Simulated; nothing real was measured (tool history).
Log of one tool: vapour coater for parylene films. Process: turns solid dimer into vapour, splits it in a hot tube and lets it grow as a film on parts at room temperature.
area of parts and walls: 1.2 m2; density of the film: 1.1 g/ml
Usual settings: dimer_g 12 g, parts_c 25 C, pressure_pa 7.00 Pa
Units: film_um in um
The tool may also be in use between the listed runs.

run,day,dimer_g,parts_c,pressure_pa,film_um
1,0.000,12,25,7.00,4.57
2,0.746,12,28,7.00,3.99
3,1.458,7,25,7.00,2.69
4,2.892,10,25,7.00,3.84
5,3.904,12,37,7.00,2.58
6,5.171,12,37,7.00,2.57
7,6.412,17,37,7.00,3.71
8,7.708,12,25,3.81,4.95
9,9.300,12,23,2.69,5.55
10,10.475,12,23,2.69,5.54
11,11.279,12,23,2.69,5.55
12,12.800,7,18,7.96,3.73
13,13.729,15,23,5.00,6.55
14,14.658,17,25,3.38,6.91
15,15.358,6,19,2.13,3.45
16,16.421,16,25,6.55,6.13

Not shown: 1 entry that the log had between the listed runs. Between which runs, and how does the tool's hidden state differ before and after?
Between runs 7 and 8: trap's valve overhauled (day 7.708)
  vapour lost through the trap's worn valve, %: 0.7 -> 0
